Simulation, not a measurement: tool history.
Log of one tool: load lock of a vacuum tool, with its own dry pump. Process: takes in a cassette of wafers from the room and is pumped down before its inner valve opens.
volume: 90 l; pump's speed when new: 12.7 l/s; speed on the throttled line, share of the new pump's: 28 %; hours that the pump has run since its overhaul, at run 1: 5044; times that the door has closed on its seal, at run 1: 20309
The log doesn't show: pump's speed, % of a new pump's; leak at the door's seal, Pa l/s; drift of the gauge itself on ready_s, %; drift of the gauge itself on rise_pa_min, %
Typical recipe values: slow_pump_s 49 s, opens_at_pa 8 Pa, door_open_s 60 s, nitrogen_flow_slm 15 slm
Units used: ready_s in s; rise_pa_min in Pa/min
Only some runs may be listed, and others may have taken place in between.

run,hour,slow_pump_s,opens_at_pa,door_open_s,nitrogen_flow_slm,hours that the pump has run since its overhaul,times that the door has closed on its seal,"incoming humidity of the room's air, %",ready_s,rise_pa_min
1,0,49,8,60,15,5044,20309,45.3,104.9,0.154
2,117.6,49,8,108,15,5162,20606,43.5,103.4,0.165
3,274.8,49,8,108,15,5319,21003,46.5,103.1,0.165
4,364.1,49,8,108,15,5408,21228,43.2,103.3,0.169
5,451.1,49,8,108,10,5495,21448,47.5,103.8,0.183
6,566,49,8,108,10,5610,21738,43.7,103.5,0.183
7,643.1,49,8,108,10,5687,21932,45.6,104.2,0.19
8,724.8,49,7,108,10,5769,22139,45.9,105.8,0.187
9,867.2,49,7,108,10,5911,22498,43.3,104.3,0.188
10,940.3,49,7,108,11,5984,22683,44,105.6,0.19
11,1072.6,74,7,108,11,6117,23017,43.9,124.2,0.19
12,1211,74,7,108,11,6255,23366,45.2,123.6,0.202
13,1290.6,74,7,108,11,6335,23567,44.3,123.2,0.195
14,1387.7,49,8,60,15,6432,23812,46.4,104.5,0.194
15,1495.9,49,8,60,15,6540,24085,46.1,103.9,0.203
16,1603,49,8,60,15,6647,24356,46.1,106.2,0.204
17,1694.7,29,9,60,6,6739,24587,44.9,88.2,0.218
18,1795.2,93,7,60,40,6839,24841,45.7,139.1,0.203
19,1951.9,45,7,60,15,6996,25237,46.7,103.1,0.215
20,2107.7,45,7,105,18,7152,25630,44.4,102.4,0.215
21,2192.4,45,8,108,18,7237,25844,47,101.7,0.228
22,2331.4,30,9,225,20,7375,26194,44.4,90.3,0.241
23,2482.8,49,8,37,4,7527,26577,43.9,104.4,0.236
24,2642.2,49,8,52,18,7686,26979,48.7,104.7,0.231
25,2778.8,49,7,60,15,7823,27324,44.1,106.1,0.24
26,2936.3,30,11,60,15,7980,27722,45.1,88.4,0.239
27,3029.6,30,11,60,15,8074,27957,42.2,88.7,0.246
28,3134.7,30,11,60,15,8179,28222,45.2,89.4,0.257
29,3244,49,8,168,15,8288,28499,46.6,105.4,0.267

Some steps in ready_s, run to run, broken into two amounts with sign: the step expected even without the hidden condition (settings, incoming material, random variation), and the rest, left for the hidden condition together with whatever gauge scatter is not in both the measured and the hidden-condition-free result:
Run 17 -> 18: slow_pump_s 29 -> 93, opens_at_pa 9 -> 7, nitrogen_flow_slm 6 -> 40. ready_s +50.9 s: hidden state -0.5, all else +51.4.
Run 18 -> 19: slow_pump_s 93 -> 45, nitrogen_flow_slm 40 -> 15. ready_s -36 s: hidden state +0.5, all else -36.5.
